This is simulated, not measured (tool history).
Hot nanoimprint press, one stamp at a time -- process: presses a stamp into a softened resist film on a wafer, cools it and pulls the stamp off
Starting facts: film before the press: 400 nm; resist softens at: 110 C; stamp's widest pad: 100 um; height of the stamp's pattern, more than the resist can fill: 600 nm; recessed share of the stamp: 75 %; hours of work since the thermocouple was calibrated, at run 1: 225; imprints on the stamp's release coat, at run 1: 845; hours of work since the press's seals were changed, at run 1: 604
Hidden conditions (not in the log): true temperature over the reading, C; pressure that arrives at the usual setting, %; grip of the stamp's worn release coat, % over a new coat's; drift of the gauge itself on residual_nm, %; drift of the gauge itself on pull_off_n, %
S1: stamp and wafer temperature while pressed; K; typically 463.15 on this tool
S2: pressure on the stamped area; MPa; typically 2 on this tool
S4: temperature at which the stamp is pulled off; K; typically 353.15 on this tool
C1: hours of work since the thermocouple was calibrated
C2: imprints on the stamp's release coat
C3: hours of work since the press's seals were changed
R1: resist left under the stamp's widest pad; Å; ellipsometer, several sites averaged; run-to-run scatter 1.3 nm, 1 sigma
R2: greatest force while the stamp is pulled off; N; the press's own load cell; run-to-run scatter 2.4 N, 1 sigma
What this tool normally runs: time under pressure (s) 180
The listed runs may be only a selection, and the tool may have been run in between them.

run 1 hour=0 | S1=463.15 S2=2 time_under_pressure_(s)=180 S4=353.15 | C1=225 C2=845 C3=604 | R1=1976 R2=103
run 2 hour=24.1 | S1=460.15 S2=2 time_under_pressure_(s)=180 S4=353.15 | C1=239 C2=936 C3=618 | R1=2215 R2=107
-- hour=65.5 press's hydraulic seals changed and the load cell set to zero
run 3 hour=68.9 | S1=460.15 S2=2 time_under_pressure_(s)=180 S4=353.15 | C1=260 C2=1075 C3=2 | R1=2226 R2=109
-- hour=126.2 stamp cleaned and given a new release coat
run 4 hour=126.2 | S1=460.15 S2=2 time_under_pressure_(s)=180 S4=353.15 | C1=290 C2=0 C3=32 | R1=2217 R2=109
run 5 hour=172.8 | S1=463.15 S2=2 time_under_pressure_(s)=180 S4=353.15 | C1=317 C2=177 C3=59 | R1=1977 R2=106
run 6 hour=212.4 | S1=463.15 S2=2 time_under_pressure_(s)=180 S4=342.15 | C1=341 C2=327 C3=82 | R1=1987 R2=111
run 7 hour=265.1 | S1=463.15 S2=2 time_under_pressure_(s)=180 S4=342.15 | C1=371 C2=527 C3=113 | R1=1989 R2=122
run 8 hour=316 | S1=463.15 S2=2 time_under_pressure_(s)=180 S4=342.15 | C1=401 C2=720 C3=143 | R1=2018 R2=118
run 9 hour=346.9 | S1=463.15 S2=2 time_under_pressure_(s)=180 S4=342.15 | C1=419 C2=837 C3=161 | R1=1978 R2=118
run 10 hour=377.8 | S1=463.15 S2=2 time_under_pressure_(s)=180 S4=342.15 | C1=437 C2=954 C3=179 | R1=1961 R2=115
run 11 hour=427.6 | S1=463.15 S2=2 time_under_pressure_(s)=180 S4=354.15 | C1=466 C2=1143 C3=208 | R1=2006 R2=106
-- hour=468.1 stamp cleaned and given a new release coat
run 12 hour=472.4 | S1=463.15 S2=2 time_under_pressure_(s)=180 S4=354.15 | C1=489 C2=16 C3=231 | R1=1991 R2=107
run 13 hour=516 | S1=463.15 S2=2 time_under_pressure_(s)=180 S4=354.15 | C1=515 C2=181 C3=257 | R1=1994 R2=108
run 14 hour=574.8 | S1=463.15 S2=2 time_under_pressure_(s)=180 S4=353.15 | C1=549 C2=404 C3=291 | R1=1979 R2=109
-- hour=585.8 plate thermocouple calibrated
run 15 hour=630.7 | S1=463.15 S2=2 time_under_pressure_(s)=170 S4=338.15 | C1=26 C2=605 C3=322 | R1=2023 R2=120
run 16 hour=680.6 | S1=463.15 S2=1.3 time_under_pressure_(s)=170 S4=338.15 | C1=55 C2=794 C3=351 | R1=2547 R2=123
run 17 hour=721 | S1=463.15 S2=1.3 time_under_pressure_(s)=170 S4=338.15 | C1=79 C2=947 C3=375 | R1=2560 R2=123
run 18 hour=748.1 | S1=463.15 S2=1.3 time_under_pressure_(s)=170 S4=338.15 | C1=95 C2=1050 C3=391 | R1=2515 R2=123
run 19 hour=802.6 | S1=457.15 S2=2.6 time_under_pressure_(s)=137 S4=341.15 | C1=127 C2=1257 C3=422 | R1=2316 R2=116
-- hour=815.6 stamp cleaned and given a new release coat
run 20 hour=848.6 | S1=457.15 S2=2.6 time_under_pressure_(s)=137 S4=341.15 | C1=150 C2=125 C3=446 | R1=2323 R2=113
run 21 hour=897.5 | S1=457.15 S2=2.6 time_under_pressure_(s)=137 S4=341.15 | C1=179 C2=311 C3=474 | R1=2330 R2=111
run 22 hour=949.9 | S1=457.15 S2=2.6 time_under_pressure_(s)=137 S4=341.15 | C1=209 C2=510 C3=505 | R1=2316 R2=122
run 23 hour=994.5 | S1=457.15 S2=2.6 time_under_pressure_(s)=137 S4=341.15 | C1=236 C2=679 C3=531 | R1=2314 R2=116
run 24 hour=1025.7 | S1=463.15 S2=2 time_under_pressure_(s)=176 S4=344.15 | C1=254 C2=797 C3=549 | R1=2021 R2=114
run 25 hour=1053 | S1=463.15 S2=2 time_under_pressure_(s)=176 S4=344.15 | C1=270 C2=900 C3=565 | R1=2023 R2=115
run 26 hour=1095.1 | S1=463.15 S2=2 time_under_pressure_(s)=101 S4=353.15 | C1=294 C2=1060 C3=590 | R1=2381 R2=107
run 27 hour=1128.9 | S1=463.15 S2=2 time_under_pressure_(s)=101 S4=353.15 | C1=314 C2=1188 C3=610 | R1=2370 R2=104
-- hour=1158 stamp cleaned and given a new release coat
run 28 hour=1166.7 | S1=473.15 S2=2 time_under_pressure_(s)=145 S4=347.15 | C1=333 C2=33 C3=628 | R1=1506 R2=114

Below are 4 alternative next runs, each starting from the tool's condition after run 28. Predict each:
-- hour=1191.2 press's hydraulic seals changed and the load cell set to zero
run A hour=1225.2 | S1=473.15 S2=2 time_under_pressure_(s)=145 S4=340.15 | C1=362 C2=224 C3=20 | R1=? R2=?
-- hour=1191.2 press's hydraulic seals changed and the load cell set to zero
run B hour=1225.2 | S1=471.15 S2=1.54 time_under_pressure_(s)=145 S4=347.15 | C1=362 C2=224 C3=20 | R1=? R2=?
-- hour=1191.2 press's hydraulic seals changed and the load cell set to zero
run C hour=1225.2 | S1=463.15 S2=1.68 time_under_pressure_(s)=337 S4=353.15 | C1=362 C2=224 C3=20 | R1=? R2=?
-- hour=1191.2 press's hydraulic seals changed and the load cell set to zero
run D hour=1225.2 | S1=473.15 S2=2.6 time_under_pressure_(s)=270 S4=347.15 | C1=362 C2=224 C3=20 | R1=? R2=?

run=A R1=1498 R2=117
run=B R1=1909 R2=112
run=C R1=1786 R2=107
run=D R1=1033 R2=114
With the hidden condition removed and each run's random variation left untouched, the same runs would have given:
run=A R1=1502 R2=117
run=B R1=1914 R2=112
run=C R1=1791 R2=107
run=D R1=1036 R2=114

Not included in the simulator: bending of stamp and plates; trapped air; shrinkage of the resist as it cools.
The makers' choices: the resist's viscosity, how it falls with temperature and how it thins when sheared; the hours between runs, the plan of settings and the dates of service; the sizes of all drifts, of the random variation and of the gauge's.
